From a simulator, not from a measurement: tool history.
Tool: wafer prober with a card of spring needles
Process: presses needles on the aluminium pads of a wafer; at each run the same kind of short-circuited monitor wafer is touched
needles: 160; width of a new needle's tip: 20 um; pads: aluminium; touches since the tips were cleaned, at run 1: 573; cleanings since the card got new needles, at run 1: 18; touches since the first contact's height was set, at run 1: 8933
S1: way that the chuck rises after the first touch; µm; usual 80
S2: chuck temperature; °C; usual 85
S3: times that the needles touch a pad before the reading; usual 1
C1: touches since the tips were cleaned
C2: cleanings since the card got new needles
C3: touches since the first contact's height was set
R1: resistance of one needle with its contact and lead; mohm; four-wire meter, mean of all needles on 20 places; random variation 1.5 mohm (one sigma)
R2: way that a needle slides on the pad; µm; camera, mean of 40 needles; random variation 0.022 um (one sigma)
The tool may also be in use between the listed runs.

Run 1, day 0.000: usual settings; C1 573; C2 18; C3 8933. Result: R1 172 mohm, R2 12.22 µm.
Run 2, day 0.404: usual settings; C1 4389; C2 18; C3 12749. Result: R1 240 mohm, R2 12.24 µm.
At day 0.462: tips cleaned on abrasive film.
Run 3, day 0.938: usual settings; C1 4483; C2 19; C3 17751. Result: R1 247 mohm, R2 12.18 µm.
At day 0.996: tips cleaned on abrasive film.
Run 4, day 1.338: usual settings; C1 3214; C2 20; C3 21473. Result: R1 237 mohm, R2 12.18 µm.
At day 1.517: tips cleaned on abrasive film.
At day 2.050: tips cleaned on abrasive film.
Run 5, day 2.050: usual settings; C1 0; C2 22; C3 28103. Result: R1 150 mohm, R2 12.15 µm.
At day 2.562: tips cleaned on abrasive film.
Run 6, day 2.571: usual settings; C1 53; C2 23; C3 32975. Result: R1 151 mohm, R2 12.10 µm.
At day 3.112: tips cleaned on abrasive film.
Run 7, day 3.200: usual settings; C1 821; C2 24; C3 38886. Result: R1 180 mohm, R2 12.13 µm.
At day 3.662: tips cleaned on abrasive film.
Run 8, day 3.750: usual settings; C1 798; C2 25; C3 44016. Result: R1 187 mohm, R2 12.14 µm.
Run 9, day 4.100: usual settings; C1 4117; C2 25; C3 47335. Result: R1 246 mohm, R2 12.06 µm.
At day 4.217: tips cleaned on abrasive film.
Run 10, day 4.562: usual settings; C1 3265; C2 26; C3 51635. Result: R1 236 mohm, R2 12.08 µm.
At day 4.775: tips cleaned on abrasive film.
At day 5.288: tips cleaned on abrasive film.
Run 11, day 5.288: usual settings; C1 0; C2 28; C3 58415. Result: R1 151 mohm, R2 12.06 µm.
At day 5.829: tips cleaned on abrasive film.
Run 12, day 6.008: usual settings but S1 67 µm; C1 1721; C2 29; C3 65178. Result: R1 236 mohm, R2 10.05 µm.
At day 6.375: tips cleaned on abrasive film.
Run 13, day 6.375: usual settings but S1 67 µm; C1 0; C2 30; C3 68584. Result: R1 157 mohm, R2 10.06 µm.
Run 14, day 6.708: usual settings but S1 67 µm; C1 3159; C2 30; C3 71743. Result: R1 277 mohm, R2 10.02 µm.
At day 6.917: tips cleaned on abrasive film.
Run 15, day 7.088: usual settings but S1 67 µm; C1 1584; C2 31; C3 75252. Result: R1 230 mohm, R2 10.05 µm.
At day 7.458: tips cleaned on abrasive film.
Run 16, day 7.817: usual settings but S1 67 µm; C1 3401; C2 32; C3 82112. Result: R1 280 mohm, R2 10.02 µm.
At day 8.004: tips cleaned on abrasive film.
Run 17, day 8.312: usual settings but S1 67 µm, S3 2; C1 2923; C2 33; C3 86740. Result: R1 221 mohm, R2 10.01 µm.
At day 8.525: tips cleaned on abrasive film.
At day 8.633: height of the first contact set anew.
Run 18, day 8.871: usual settings but S2 68 °C; C1 3153; C2 34; C3 2228. Result: R1 240 mohm, R2 11.95 µm.
At day 9.092: tips cleaned on abrasive film.
Run 19, day 9.346: usual settings but S1 61 µm, S2 53 °C, S3 2; C1 2378; C2 35; C3 6656. Result: R1 231 mohm, R2 9.04 µm.
At day 9.654: tips cleaned on abrasive film.
Run 20, day 10.042: usual settings but S2 28 °C, S3 3; C1 3620; C2 36; C3 13180. Result: R1 173 mohm, R2 11.90 µm.
At day 10.200: tips cleaned on abrasive film.
Run 21, day 10.679: usual settings but S1 89 µm, S2 73 °C; C1 4538; C2 37; C3 19186. Result: R1 235 mohm, R2 13.28 µm.
At day 10.725: tips cleaned on abrasive film.
Run 22, day 11.050: usual settings but S1 89 µm, S2 73 °C; C1 3040; C2 38; C3 22609. Result: R1 220 mohm, R2 13.24 µm.
At day 11.250: tips cleaned on abrasive film.
At day 11.762: tips cleaned on abrasive film.
Run 23, day 11.796: usual settings but S1 60 µm, S2 73 °C, S3 2; C1 315; C2 40; C3 29572. Result: R1 166 mohm, R2 8.79 µm.
At day 12.321: tips cleaned on abrasive film.
Run 24, day 12.450: usual settings but S1 60 µm, S2 73 °C, S3 2; C1 1210; C2 41; C3 35717. Result: R1 205 mohm, R2 8.77 µm.
At day 12.875: height of the first contact set anew, once more.
At day 12.879: tips cleaned on abrasive film.
Run 25, day 13.175: usual settings but S1 60 µm, S2 73 °C, S3 2; C1 2806; C2 42; C3 2806. Result: R1 239 mohm, R2 9.19 µm.
At day 13.412: tips cleaned on abrasive film.
Run 26, day 13.833: usual settings but S1 87 µm, S2 44 °C; C1 3992; C2 43; C3 8986. Result: R1 232 mohm, R2 13.28 µm.
At day 13.929: tips cleaned on abrasive film.
At day 14.467: tips cleaned on abrasive film.
Run 27, day 14.500: usual settings but S1 76 µm; C1 322; C2 45; C3 15181. Result: R1 172 mohm, R2 11.64 µm.
At day 14.979: tips cleaned on abrasive film.
Run 28, day 15.033: usual settings but S2 31 °C; C1 494; C2 46; C3 20164. Result: R1 165 mohm, R2 12.17 µm.
At day 15.517: tips cleaned on abrasive film.
Run 29, day 15.796: usual settings but S1 95 µm, S2 82 °C; C1 2645; C2 47; C3 27338. Result: R1 207 mohm, R2 14.46 µm.
At day 16.067: tips cleaned on abrasive film.
Run 30, day 16.279: usual settings but S1 95 µm, S2 82 °C; C1 2016; C2 48; C3 31847. Result: R1 195 mohm, R2 14.48 µm.
At day 16.583: tips cleaned on abrasive film.
Run 31, day 16.925: usual settings but S1 64 µm, S2 89 °C, S3 2; C1 3227; C2 49; C3 37890. Result: R1 233 mohm, R2 9.68 µm.
At day 17.129: tips cleaned on abrasive film.
Run 32, day 17.400: usual settings but S2 58 °C; C1 2562; C2 50; C3 42339. Result: R1 226 mohm, R2 12.14 µm.
At day 17.654: tips cleaned on abrasive film.
Run 33, day 17.854: usual settings but S1 66 µm, S2 25 °C, S3 2; C1 1882; C2 51; C3 46578. Result: R1 209 mohm, R2 9.96 µm.

Forecast each of these 3 alternatives for the next run:
At day 18.208: tips cleaned on abrasive film.
Run A, day 18.467: usual settings; C1 2428; C2 52; C3 52294. Result: R1 ?, R2 ?.
At day 18.208: tips cleaned on abrasive film.
Run B, day 18.467: usual settings but S3 3; C1 2428; C2 52; C3 52294. Result: R1 ?, R2 ?.
At day 18.208: tips cleaned on abrasive film.
Run C, day 18.467: usual settings but S2 78 °C; C1 2428; C2 52; C3 52294. Result: R1 ?, R2 ?.

run   R1     R2
  A  233  12.11
  B  175  12.11
  C  234  12.09
Without the tool's hidden state the same runs would have given:
run   R1     R2
  A  141  12.24
  B  141  12.25
  C  141  12.22

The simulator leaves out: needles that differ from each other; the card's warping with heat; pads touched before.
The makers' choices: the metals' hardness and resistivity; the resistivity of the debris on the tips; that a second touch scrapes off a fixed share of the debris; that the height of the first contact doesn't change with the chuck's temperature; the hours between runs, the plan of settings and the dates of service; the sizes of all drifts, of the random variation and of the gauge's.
